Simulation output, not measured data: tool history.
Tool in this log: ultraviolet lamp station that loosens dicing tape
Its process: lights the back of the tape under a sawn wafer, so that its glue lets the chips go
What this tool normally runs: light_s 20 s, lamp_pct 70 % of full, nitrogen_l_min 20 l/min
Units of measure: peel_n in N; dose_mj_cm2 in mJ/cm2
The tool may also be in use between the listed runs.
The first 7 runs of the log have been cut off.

run,hour,light_s,lamp_pct,nitrogen_l_min,peel_n,dose_mj_cm2
8,92.8,20,70,20,0.355,251
9,107.6,20,70,20,0.362,247
10,116.9,20,70,20,0.381,248
11,128.0,20,66,20,0.401,234
12,138.6,20,66,20,0.403,231
13,147.2,20,66,9,0.728,235
14,157.8,23,70,20,0.286,280
15,166.4,39,70,20,0.202,479
16,177.9,20,70,20,0.367,248
17,191.5,20,70,20,0.349,249
18,210.7,20,70,20,0.356,253
19,219.7,18,92,17,0.302,289
20,238.3,22,87,12,0.278,340

Estimate the outcome of run 21 from the log above:
21,248.0,22,71,12,?,?

peel_n: 0.410 N
dose_mj_cm2: 276 mJ/cm2
Had the tool carried no hidden state, the very same run would have given peel_n 0.409 N, dose_mj_cm2 276 mJ/cm2.
